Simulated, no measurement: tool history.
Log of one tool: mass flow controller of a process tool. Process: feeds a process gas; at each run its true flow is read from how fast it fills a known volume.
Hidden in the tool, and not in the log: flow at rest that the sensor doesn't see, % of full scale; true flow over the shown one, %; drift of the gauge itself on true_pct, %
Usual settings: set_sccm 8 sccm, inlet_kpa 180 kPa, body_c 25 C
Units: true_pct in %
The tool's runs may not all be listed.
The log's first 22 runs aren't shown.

run	day	set_sccm	inlet_kpa	body_c	hours of work since the controller was set to zero	hours of work since the controller was changed	true_pct
23	52.129	8	269	25	1218	1218	96.2
24	55.258	18	180	31	1250	1250	98.54
25	56.783	4	250	31	1266	1266	95.7
26	58.558	4	250	31	1285	1285	95.86
27	61.45	4	250	31	1315	1315	95.73
28	63.662	6	143	34	1338	1338	96.85
29	66.954	11	251	26	1373	1373	96.25
30	68.388	11	251	26	1388	1388	96.25
31	69.812	6	250	26	1403	1403	95.63
32	72.308	3	142	28	1429	1429	95.92
33	74.346	3	142	28	1450	1450	95.87
34	76.438	9	154	35	1472	1472	96.74
35	78.512	18	213	28	1494	1494	97.37
36	80.962	18	213	28	1520	1520	97.28
37	82.512	7	247	28	1536	1536	95.38
# day 83.688: gauge calibrated
38	85.704	7	247	28	1569	1569	97.76
39	87.929	7	247	28	1593	1593	97.77
40	89.333	7	247	28	1607	1607	97.64
41	90.708	16	222	30	1622	1622	99.18
42	93.633	16	222	30	1652	1652	99.07
43	96.242	8	261	25	1680	1680	97.27
44	98.058	6	180	39	1699	1699	98.15

Forecast each of these 4 alternatives for the next run:
A	100.171	4	186	24	1721	1721	?
B	100.171	5	201	26	1721	1721	?
C	100.171	3	240	38	1721	1721	?
D	100.171	16	185	25	1721	1721	?

run	true_pct
A	97.05
B	97.22
C	97.14
D	98.95
Without the tool's hidden state the same runs would have given:
run	true_pct
A	97.53
B	97.71
C	97.62
D	99.45

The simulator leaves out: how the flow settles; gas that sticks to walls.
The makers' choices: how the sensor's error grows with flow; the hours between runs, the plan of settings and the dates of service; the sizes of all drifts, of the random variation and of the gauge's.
